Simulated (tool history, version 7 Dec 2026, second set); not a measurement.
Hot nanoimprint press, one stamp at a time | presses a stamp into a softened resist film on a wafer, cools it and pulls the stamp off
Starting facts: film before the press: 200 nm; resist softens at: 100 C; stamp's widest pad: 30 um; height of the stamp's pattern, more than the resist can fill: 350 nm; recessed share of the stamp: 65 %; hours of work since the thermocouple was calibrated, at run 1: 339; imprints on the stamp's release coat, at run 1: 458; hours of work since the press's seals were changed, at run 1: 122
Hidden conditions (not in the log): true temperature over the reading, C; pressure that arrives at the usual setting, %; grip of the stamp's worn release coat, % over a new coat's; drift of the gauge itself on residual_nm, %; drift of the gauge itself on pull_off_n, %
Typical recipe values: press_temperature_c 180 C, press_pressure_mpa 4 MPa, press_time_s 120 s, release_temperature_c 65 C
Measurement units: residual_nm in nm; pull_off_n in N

run,day,press_temperature_c,press_pressure_mpa,press_time_s,release_temperature_c,hours of work since the thermocouple was calibrated,imprints on the stamp's release coat,hours of work since the press's seals were changed,residual_nm,pull_off_n
1,0,180,4,120,65,339,458,122,86.9,176
2,0.504,181,4,120,65,348,512,132,82.1,176
3,1.112,180,4,120,65,360,576,143,85.7,181
4,1.458,177,4,120,65,366,612,149,96.4,191
5,1.762,180,4,120,65,372,644,155,84.3,188
6,2.438,180,4,120,65,384,716,167,84.8,184
7,2.854,180,4,114,65,392,760,175,86.5,190
8,3.5,180,4,114,65,404,828,187,87.1,197
9,4.004,180,4,114,65,413,882,196,85.9,201
10,4.733,180,4,114,65,427,959,210,84.7,206
# day 5.175: plate thermocouple calibrated
11,5.321,180,4,114,65,3,1008,218,94.6,212
12,5.983,192,4,114,65,15,1078,231,56.7,225
13,6.417,192,4,114,65,23,1124,239,57.5,228
14,6.829,192,4,114,65,31,1167,246,57,229
15,7.254,192,4,114,65,39,1212,254,58.1,233

Expected results for the next run?
16,7.729,192,4,114,65,47,1262,263,?,?

{"run 16": {"residual_nm": 56.1, "pull_off_n": 240}}
Without the tool's hidden state the same run would have given residual_nm 56.2 nm, pull_off_n 155 N.
